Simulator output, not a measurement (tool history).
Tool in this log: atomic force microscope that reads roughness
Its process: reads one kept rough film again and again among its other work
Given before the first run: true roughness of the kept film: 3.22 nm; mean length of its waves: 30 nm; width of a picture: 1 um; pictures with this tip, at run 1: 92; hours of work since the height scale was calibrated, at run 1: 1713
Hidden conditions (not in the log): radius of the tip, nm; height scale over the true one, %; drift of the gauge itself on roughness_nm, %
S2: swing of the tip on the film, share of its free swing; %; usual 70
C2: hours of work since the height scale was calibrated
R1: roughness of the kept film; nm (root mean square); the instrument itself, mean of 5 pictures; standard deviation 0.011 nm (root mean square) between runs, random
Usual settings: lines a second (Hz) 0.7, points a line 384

Run 1, hour 0: usual settings; pictures with this tip 92; C2 1713. Result: R1 2.455 nm (root mean square).
Run 2, hour 40.7: usual settings; pictures with this tip 179; C2 1744. Result: R1 2.186 nm (root mean square).
Run 3, hour 93.4: usual settings; pictures with this tip 292; C2 1784. Result: R1 1.898 nm (root mean square).
At hour 108.3: new tip fitted.
Run 4, hour 170.3: usual settings; pictures with this tip 133; C2 1842. Result: R1 2.207 nm (root mean square).
Run 5, hour 215.8: usual settings but lines a second (Hz) 3.29; pictures with this tip 230; C2 1877. Result: R1 1.708 nm (root mean square).
At hour 258.3: new tip fitted.
Run 6, hour 271.8: usual settings but S2 58 %; pictures with this tip 29; C2 1919. Result: R1 2.649 nm (root mean square).
Run 7, hour 316.7: usual settings but S2 58 %; pictures with this tip 125; C2 1953. Result: R1 2.282 nm (root mean square).
Run 8, hour 386: usual settings but lines a second (Hz) 1.449, S2 58 %; pictures with this tip 273; C2 2006. Result: R1 1.865 nm (root mean square).
At hour 408.6: new tip fitted.
Run 9, hour 462.7: usual settings; pictures with this tip 116; C2 2064. Result: R1 2.271 nm (root mean square).
Run 10, hour 542.8: usual settings but points a line 581; pictures with this tip 287; C2 2125. Result: R1 1.85 nm (root mean square).
At hour 554.7: new tip fitted.
Run 11, hour 607.2: usual settings but points a line 318; pictures with this tip 112; C2 2173. Result: R1 2.279 nm (root mean square).
Run 12, hour 673.5: usual settings but lines a second (Hz) 1.898; pictures with this tip 254; C2 2224. Result: R1 1.785 nm (root mean square).
At hour 678.7: height scale calibrated on a step standard.
At hour 701.6: new tip fitted.
Run 13, hour 732.5: usual settings; pictures with this tip 66; C2 41. Result: R1 2.486 nm (root mean square).
Run 14, hour 816.6: usual settings but S2 78 %, points a line 512; pictures with this tip 246; C2 105. Result: R1 1.966 nm (root mean square).
At hour 852.5: new tip fitted.
Run 15, hour 877.1: usual settings but lines a second (Hz) 3.527, S2 75 %, points a line 628; pictures with this tip 53; C2 150. Result: R1 2.016 nm (root mean square).
Run 16, hour 957.1: usual settings but lines a second (Hz) 3.527, S2 75 %, points a line 628; pictures with this tip 224; C2 211. Result: R1 1.616 nm (root mean square).
At hour 1001.1: new tip fitted.
Run 17, hour 1037.6: usual settings but lines a second (Hz) 2.466, S2 81 %, points a line 558; pictures with this tip 78; C2 272. Result: R1 1.948 nm (root mean square).
Run 18, hour 1099.8: usual settings but lines a second (Hz) 1.799, S2 55 %, points a line 1004; pictures with this tip 211; C2 319. Result: R1 2.035 nm (root mean square).
Run 19, hour 1138.2: usual settings but lines a second (Hz) 1.171, S2 64 %, points a line 308; pictures with this tip 293; C2 348. Result: R1 1.846 nm (root mean square).
At hour 1146.3: new tip fitted.
At hour 1191.2: height scale calibrated on a step standard, once more.
Run 20, hour 1225: usual settings but S2 67 %, points a line 565; pictures with this tip 166; C2 26. Result: R1 2.168 nm (root mean square).
At hour 1296.4: new tip fitted.
Run 21, hour 1296.4: usual settings but lines a second (Hz) 0.504, S2 67 %, points a line 267; pictures with this tip 0; C2 80. Result: R1 2.675 nm (root mean square).
Run 22, hour 1348.6: usual settings but lines a second (Hz) 1.13, S2 63 %, points a line 755; pictures with this tip 111; C2 119. Result: R1 2.29 nm (root mean square).
Run 23, hour 1394.3: usual settings but lines a second (Hz) 3.8, S2 86 %; pictures with this tip 209; C2 154. Result: R1 1.33 nm (root mean square).
At hour 1445.4: new tip fitted.
Run 24, hour 1449.4: usual settings but lines a second (Hz) 3.8, S2 86 %; pictures with this tip 9; C2 196. Result: R1 1.741 nm (root mean square).
Run 25, hour 1489.8: usual settings but lines a second (Hz) 0.694, S2 78 %, points a line 323; pictures with this tip 95; C2 226. Result: R1 2.245 nm (root mean square).
Run 26, hour 1551.1: usual settings but lines a second (Hz) 1.191, S2 69 %; pictures with this tip 226; C2 273. Result: R1 1.91 nm (root mean square).

Below are 3 alternative next runs, each starting from the tool's condition after run 26. Predict each:
At hour 1593.2: new tip fitted.
Run A, hour 1593.5: usual settings but S2 64 %; pictures with this tip 1; C2 305. Result: R1 ?.
At hour 1593.2: new tip fitted.
Run B, hour 1593.5: usual settings but lines a second (Hz) 2.636, S2 85 %; pictures with this tip 1; C2 305. Result: R1 ?.
At hour 1593.2: new tip fitted.
Run C, hour 1593.5: usual settings but lines a second (Hz) 0.975, S2 88 %, points a line 495; pictures with this tip 1; C2 305. Result: R1 ?.

run     R1
  A  2.713
  B   2.03
  C  2.438
Without the tool's hidden state the same runs would have given:
run     R1
  A  2.711
  B  2.029
  C  2.436
